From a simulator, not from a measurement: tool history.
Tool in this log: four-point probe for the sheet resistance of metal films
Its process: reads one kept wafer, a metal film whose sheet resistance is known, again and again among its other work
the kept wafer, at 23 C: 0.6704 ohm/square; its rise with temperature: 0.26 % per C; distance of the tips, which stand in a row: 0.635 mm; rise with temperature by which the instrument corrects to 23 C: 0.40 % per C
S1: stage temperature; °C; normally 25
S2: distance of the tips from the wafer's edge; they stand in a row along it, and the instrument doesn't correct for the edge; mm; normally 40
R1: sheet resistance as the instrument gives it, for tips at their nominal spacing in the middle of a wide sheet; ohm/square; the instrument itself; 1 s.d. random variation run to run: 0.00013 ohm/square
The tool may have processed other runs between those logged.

run     day  S1  S2        R1
  1       0  25  40  0.671974
  2   1.262  25  40  0.672017
  3   2.717  25  40   0.67202
  4   3.704  25  40  0.672074
  5   5.471  25  40  0.672097
  6   6.838  25   7  0.675064
      8.083  -- stage's thermometer calibrated
  7   8.083  25   7  0.675073
  8     9.1  25   5  0.678102
  9   9.892  25   5  0.678065
 10  11.758  25  10  0.673572
     12.775  -- stage's thermometer calibrated, once more
 11  13.433  25  29  0.672888
 12  14.758  25  29  0.673148
 13  15.717  25  40  0.673151
 14  17.121  25  40  0.672772
 15  18.604  25  22  0.672835
 16  20.242  25  22  0.673145
 17  21.504  21  22  0.676843
 18  22.821  21  22  0.677037
 19  24.092  21  22  0.676696
 20  24.988  23  12  0.675923
 21  26.862  20  40  0.677808
 22  27.646  20  40   0.67791
 23  29.538  20  40  0.677888
 24  30.954  32  21  0.666746
 25  32.008  26   3  0.688008
 26  32.983  31   5  0.673629
 27  34.575  31  46  0.667792
 28  35.608  23   5   0.68066
 29  36.696  23  12  0.676017
 30  37.967  24  12  0.675365
 31  39.467  24  12   0.67521
 32  40.579  21  57  0.677082
 33  41.688  25  10  0.674797

3 options for the next run, each taken on its own from the tool as it stands now. Forecast them:
  A  42.804  23   4   ?
  B  42.804  20   4   ?
  C  42.804  18  16   ?

run        R1
  A  0.684147
  B  0.687113
  C   0.68067
Without the tool's unlogged condition, the same runs would have read:
run        R1
  A  0.679345
  B  0.682292
  C  0.675889
